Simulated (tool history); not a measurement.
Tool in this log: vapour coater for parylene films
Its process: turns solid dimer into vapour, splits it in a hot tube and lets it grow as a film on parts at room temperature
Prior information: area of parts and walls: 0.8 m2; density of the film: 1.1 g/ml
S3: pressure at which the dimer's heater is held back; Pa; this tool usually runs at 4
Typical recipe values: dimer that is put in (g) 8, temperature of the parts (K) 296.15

Run 1, hour 0: usual settings. Result: thickness of the film (µm) 3.97.
Run 2, hour 8.4: usual settings. Result: thickness of the film (µm) 4.
Run 3, hour 15.1: usual settings. Result: thickness of the film (µm) 4.04.
Run 4, hour 26.1: usual settings. Result: thickness of the film (µm) 4.
Run 5, hour 36.7: usual settings. Result: thickness of the film (µm) 3.99.
Run 6, hour 46.5: usual settings. Result: thickness of the film (µm) 3.95.
Run 7, hour 54.7: usual settings. Result: thickness of the film (µm) 3.95.
Run 8, hour 69.3: usual settings. Result: thickness of the film (µm) 3.91.
Run 9, hour 82.8: usual settings. Result: thickness of the film (µm) 3.89.
At hour 87.9: trap's valve overhauled.
Run 10, hour 102.7: usual settings but dimer that is put in (g) 10, S3 8.41 Pa. Result: thickness of the film (µm) 4.21.

Run 11 comes next. What will it give?
Run 11, hour 113.7: usual settings but dimer that is put in (g) 9, temperature of the parts (K) 291.15, S3 8.83 Pa. Result: thickness of the film (µm) ?.

{"run 11": {"thickness of the film (µm)": 4.34}}
With no hidden state in the tool, this same run would have given thickness of the film (µm) 4.93.

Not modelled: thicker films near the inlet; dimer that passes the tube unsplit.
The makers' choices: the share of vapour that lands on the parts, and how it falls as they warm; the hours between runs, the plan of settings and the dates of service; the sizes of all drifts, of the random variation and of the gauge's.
